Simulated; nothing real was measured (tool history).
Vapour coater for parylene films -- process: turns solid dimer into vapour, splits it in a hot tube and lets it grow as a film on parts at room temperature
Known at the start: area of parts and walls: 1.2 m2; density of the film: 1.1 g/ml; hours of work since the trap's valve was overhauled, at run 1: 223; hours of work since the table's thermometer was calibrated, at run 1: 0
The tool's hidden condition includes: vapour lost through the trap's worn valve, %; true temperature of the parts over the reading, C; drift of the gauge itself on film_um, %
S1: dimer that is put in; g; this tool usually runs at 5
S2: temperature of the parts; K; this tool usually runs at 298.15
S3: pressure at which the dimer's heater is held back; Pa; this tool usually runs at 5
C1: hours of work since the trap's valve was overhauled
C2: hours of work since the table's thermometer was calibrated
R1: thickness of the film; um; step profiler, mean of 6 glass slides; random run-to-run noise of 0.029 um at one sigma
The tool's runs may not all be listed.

run 1 hour=0 | S1=5 S2=298.15 S3=5 | C1=223 C2=0 | R1=3.04
run 2 hour=19.8 | S1=5 S2=298.15 S3=5 | C1=240 C2=17 | R1=2.99
run 3 hour=46.7 | S1=5 S2=298.15 S3=5 | C1=263 C2=39 | R1=2.99
run 4 hour=63.2 | S1=5 S2=298.15 S3=5 | C1=277 C2=53 | R1=3
run 5 hour=89.1 | S1=5 S2=298.15 S3=3.05 | C1=299 C2=75 | R1=3.28
run 6 hour=121.9 | S1=5 S2=298.15 S3=3.05 | C1=326 C2=103 | R1=3.33
run 7 hour=147.2 | S1=5 S2=298.15 S3=3.05 | C1=347 C2=124 | R1=3.34
run 8 hour=175 | S1=5 S2=298.15 S3=3.05 | C1=371 C2=147 | R1=3.34
run 9 hour=190.5 | S1=5 S2=298.15 S3=3.05 | C1=384 C2=160 | R1=3.33
run 10 hour=208.6 | S1=5 S2=300.15 S3=5 | C1=399 C2=176 | R1=2.82
run 11 hour=226.3 | S1=5 S2=298.15 S3=5 | C1=414 C2=190 | R1=3.04
run 12 hour=246.6 | S1=5 S2=298.15 S3=5 | C1=431 C2=208 | R1=3.06
run 13 hour=273 | S1=5 S2=298.15 S3=5 | C1=453 C2=230 | R1=3.07
run 14 hour=301.7 | S1=5 S2=298.15 S3=5 | C1=477 C2=254 | R1=3.02
run 15 hour=322.6 | S1=3 S2=298.15 S3=5 | C1=495 C2=272 | R1=1.85
run 16 hour=347.8 | S1=3 S2=298.15 S3=5 | C1=516 C2=293 | R1=1.81
run 17 hour=362.8 | S1=5 S2=299.15 S3=5 | C1=529 C2=305 | R1=2.94
run 18 hour=386.3 | S1=5 S2=298.15 S3=5 | C1=549 C2=325 | R1=3.05
run 19 hour=402.4 | S1=5 S2=298.15 S3=5 | C1=562 C2=339 | R1=3.05
run 20 hour=424.2 | S1=5 S2=298.15 S3=5 | C1=580 C2=357 | R1=3.04
run 21 hour=441.4 | S1=5 S2=298.15 S3=5 | C1=595 C2=371 | R1=2.97
run 22 hour=465.6 | S1=5 S2=298.15 S3=5 | C1=615 C2=392 | R1=3.03
-- hour=479.7 trap's valve overhauled
run 23 hour=497.9 | S1=5 S2=298.15 S3=5 | C1=15 C2=416 | R1=3.02
run 24 hour=526 | S1=5 S2=298.15 S3=5 | C1=39 C2=439 | R1=2.99
run 25 hour=554.1 | S1=3 S2=299.15 S3=4.26 | C1=63 C2=463 | R1=1.79
run 26 hour=576.5 | S1=3 S2=299.15 S3=4.26 | C1=81 C2=482 | R1=1.79
run 27 hour=603.3 | S1=5 S2=298.15 S3=10.73 | C1=104 C2=504 | R1=2.63
run 28 hour=616.8 | S1=8 S2=298.15 S3=4.74 | C1=115 C2=516 | R1=4.96
run 29 hour=637.2 | S1=8 S2=304.15 S3=3.17 | C1=133 C2=533 | R1=4.07
run 30 hour=661.8 | S1=3 S2=308.15 S3=2.85 | C1=153 C2=554 | R1=1.3
run 31 hour=675.9 | S1=5 S2=295.15 S3=5 | C1=165 C2=565 | R1=3.39
run 32 hour=696 | S1=8 S2=299.15 S3=2.02 | C1=182 C2=582 | R1=5.5
run 33 hour=712.3 | S1=8 S2=305.15 S3=5 | C1=196 C2=596 | R1=3.56

For run 34, what comes out?
run 34 hour=742.1 | S1=4 S2=298.15 S3=5 | C1=221 C2=621 | R1=?

Logged for run 34: R1 2.43 um.
Without the tool's hidden state the same run would have given R1 2.43 um.
